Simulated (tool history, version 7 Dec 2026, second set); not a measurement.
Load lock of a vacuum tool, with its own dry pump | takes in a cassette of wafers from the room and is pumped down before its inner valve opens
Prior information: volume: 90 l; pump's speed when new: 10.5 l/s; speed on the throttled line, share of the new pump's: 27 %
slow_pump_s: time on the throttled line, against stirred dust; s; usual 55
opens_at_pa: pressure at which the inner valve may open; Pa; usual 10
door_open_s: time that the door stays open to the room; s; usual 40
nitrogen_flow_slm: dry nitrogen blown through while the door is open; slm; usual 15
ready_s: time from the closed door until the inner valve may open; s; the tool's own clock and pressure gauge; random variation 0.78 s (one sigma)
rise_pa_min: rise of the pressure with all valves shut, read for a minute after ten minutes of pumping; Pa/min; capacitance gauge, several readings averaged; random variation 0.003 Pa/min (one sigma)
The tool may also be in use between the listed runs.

run	hour	slow_pump_s	opens_at_pa	door_open_s	nitrogen_flow_slm	incoming humidity of the room's air, %	ready_s	rise_pa_min
1	0	55	10	40	15	44.9	124.3	0.11
2	157.3	55	10	40	15	44.2	122.8	0.104
3	306.3	55	16	40	15	46.5	119.6	0.115
4	432.3	55	10	40	15	45.3	124.2	0.11
5	565.5	55	10	46	15	49.5	125	0.112
6	685.8	55	10	46	15	45.1	123.3	0.116
7	813.7	55	10	46	12	45.3	124.6	0.119
8	976.6	55	10	46	12	39.4	125.6	0.117
9	1096.7	55	10	46	12	45.2	124.5	0.125
10	1239.1	55	10	46	12	44.9	124.3	0.119
11	1388.6	55	10	120	12	45.4	127	0.156
12	1523.3	55	10	120	12	40.9	124.5	0.145
13	1635	55	10	144	20	46.2	125	0.153
14	1745	55	10	144	20	44.5	124.9	0.156
15	1933.7	55	10	144	20	45.8	126.5	0.164
16	2106.3	55	8	144	19	42.8	126.5	0.16
17	2223.8	55	10	64	6	43.8	126	0.146
18	2384.8	55	10	64	6	41.7	127.9	0.151
19	2472	70	19	68	15	44.2	131	0.142
20	2562.7	70	19	68	15	48.1	130.3	0.152
21	2747.7	70	19	68	15	42.6	131.5	0.145
22	2881.5	48	15	171	23	44.3	118.7	0.168
23	3021.2	48	15	171	23	45.1	117.3	0.183
24	3193.3	71	10	80	8	46.3	138.6	0.163

Forecast each of these 3 alternatives for the next run:
A	3394.7	55	10	210	28	49.6	?	?
B	3394.7	55	17	40	15	43.5	?	?
C	3394.7	28	10	99	15	44	?	?

run	ready_s	rise_pa_min
A	125.8	0.193
B	120.7	0.148
C	107.9	0.169
Without the tool's hidden state the same runs would have given:
run	ready_s	rise_pa_min
A	118.8	0.068
B	114.2	0.024
C	99.9	0.045
